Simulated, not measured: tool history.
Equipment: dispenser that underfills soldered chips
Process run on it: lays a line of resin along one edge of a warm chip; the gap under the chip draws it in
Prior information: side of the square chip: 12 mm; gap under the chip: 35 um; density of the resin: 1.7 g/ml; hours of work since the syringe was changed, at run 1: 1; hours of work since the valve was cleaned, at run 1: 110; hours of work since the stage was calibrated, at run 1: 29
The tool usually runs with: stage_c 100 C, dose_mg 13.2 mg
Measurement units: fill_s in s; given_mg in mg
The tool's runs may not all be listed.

| run | hour | stage_c | dose_mg | hours of work since the syringe was changed | hours of work since the valve was cleaned | hours of work since the stage was calibrated | fill_s | given_mg |
|---|---|---|---|---|---|---|---|---|
| 1 | 0.0 | 100 | 13.2 | 1 | 110 | 29 | 144.3 | 12.09 |
| 2 | 7.2 | 100 | 15.6 | 6 | 114 | 34 | 176.8 | 13.86 |
|  | 8.3 | new syringe of resin |
|  | 15.2 | dispensing valve cleaned and set on the balance |
| 3 | 17.5 | 100 | 15.6 | 5 | 2 | 40 | 179.3 | 15.69 |
|  | 18.6 | new syringe of resin |
| 4 | 26.3 | 100 | 15.6 | 5 | 7 | 45 | 177.9 | 15.68 |
|  | 28.5 | new syringe of resin |
| 5 | 31.6 | 100 | 15.6 | 2 | 10 | 48 | 143.6 | 15.66 |
|  | 37.7 | new syringe of resin |
| 6 | 40.4 | 100 | 14.8 | 2 | 16 | 54 | 148.5 | 14.67 |
|  | 47.2 | new syringe of resin |
| 7 | 49.5 | 100 | 13.9 | 1 | 22 | 60 | 141.6 | 13.74 |
|  | 56.4 | new syringe of resin |
| 8 | 57.5 | 100 | 13.2 | 1 | 27 | 65 | 139.2 | 12.83 |
| 9 | 65.1 | 100 | 13.2 | 6 | 32 | 70 | 183.1 | 13.04 |
|  | 66.2 | new syringe of resin |
| 10 | 73.6 | 100 | 13.2 | 5 | 37 | 75 | 177.4 | 12.89 |
|  | 75.9 | new syringe of resin |
| 11 | 79.7 | 100 | 13.2 | 2 | 41 | 79 | 153.7 | 12.83 |
|  | 85.6 | new syringe of resin |
| 12 | 86.6 | 100 | 13.2 | 1 | 45 | 83 | 139.5 | 12.70 |
| 13 | 91.6 | 100 | 13.2 | 4 | 48 | 86 | 169.6 | 12.78 |
|  | 95.0 | new syringe of resin |
| 14 | 100.8 | 100 | 13.2 | 4 | 54 | 92 | 162.5 | 12.66 |
|  | 104.2 | new syringe of resin |
| 15 | 107.4 | 100 | 13.2 | 2 | 58 | 96 | 153.4 | 12.57 |
| 16 | 113.0 | 100 | 13.2 | 6 | 62 | 100 | 182.3 | 12.50 |
|  | 114.1 | new syringe of resin |
| 17 | 117.5 | 100 | 13.8 | 2 | 65 | 103 | 156.2 | 13.19 |
|  | 123.6 | new syringe of resin |
| 18 | 125.1 | 100 | 13.8 | 1 | 69 | 107 | 139.1 | 13.02 |
| 19 | 130.8 | 100 | 13.8 | 5 | 73 | 111 | 171.5 | 13.06 |
|  | 133.3 | new syringe of resin |
| 20 | 138.5 | 109 | 13.8 | 3 | 78 | 116 | 121.8 | 13.08 |
|  | 142.6 | new syringe of resin |
| 21 | 147.5 | 86 | 14.6 | 3 | 84 | 122 | 251.9 | 13.64 |
|  | 151.8 | new syringe of resin |
| 22 | 153.7 | 110 | 15.3 | 1 | 87 | 125 | 104.4 | 14.27 |
| 23 | 159.3 | 110 | 15.3 | 5 | 91 | 129 | 125.8 | 14.29 |
|  | 161.6 | new syringe of resin |
| 24 | 167.5 | 110 | 15.3 | 4 | 96 | 134 | 120.0 | 14.14 |
|  | 171.1 | new syringe of resin |
| 25 | 176.3 | 110 | 11.9 | 3 | 102 | 140 | 124.9 | 10.99 |
|  | 180.5 | new syringe of resin |
| 26 | 182.3 | 96 | 15.2 | 1 | 105 | 143 | 167.3 | 14.03 |
| 27 | 187.3 | 96 | 15.2 | 4 | 109 | 147 | 200.3 | 13.96 |
|  | 190.1 | new syringe of resin |
| 28 | 196.1 | 90 | 12.5 | 4 | 114 | 152 | 240.6 | 11.41 |
|  | 199.7 | new syringe of resin |
| 29 | 201.8 | 95 | 12.5 | 1 | 118 | 156 | 177.8 | 11.42 |
|  | 205.0 | dispensing valve cleaned and set on the balance |
| 30 | 206.5 | 106 | 14.6 | 4 | 1 | 158 | 137.4 | 14.59 |
|  | 210.3 | new syringe of resin |
| 31 | 215.7 | 106 | 14.6 | 4 | 7 | 164 | 137.5 | 14.52 |
|  | 219.8 | new syringe of resin |
| 32 | 222.7 | 99 | 15.1 | 2 | 11 | 168 | 155.2 | 14.98 |

Here are 4 independent what-if runs from the current tool condition. What would each one return?
|  | 229.5 | new syringe of resin |
| A | 230.2 | 92 | 13.6 | 0 | 16 | 173 | ? | ? |
|  | 229.5 | new syringe of resin |
| B | 230.2 | 111 | 14.4 | 0 | 16 | 173 | ? | ? |
|  | 229.5 | new syringe of resin |
| C | 230.2 | 96 | 11.6 | 0 | 16 | 173 | ? | ? |
|  | 229.5 | new syringe of resin |
| D | 230.2 | 105 | 14.4 | 0 | 16 | 173 | ? | ? |

| run | fill_s | given_mg |
|---|---|---|
| A | 176.3 | 13.36 |
| B | 99.0 | 14.14 |
| C | 162.9 | 11.43 |
| D | 117.3 | 14.23 |
Without the tool's unlogged condition, the same runs would have read:
| run | fill_s | given_mg |
|---|---|---|
| A | 168.9 | 13.56 |
| B | 95.1 | 14.34 |
| C | 155.9 | 11.59 |
| D | 112.7 | 14.43 |
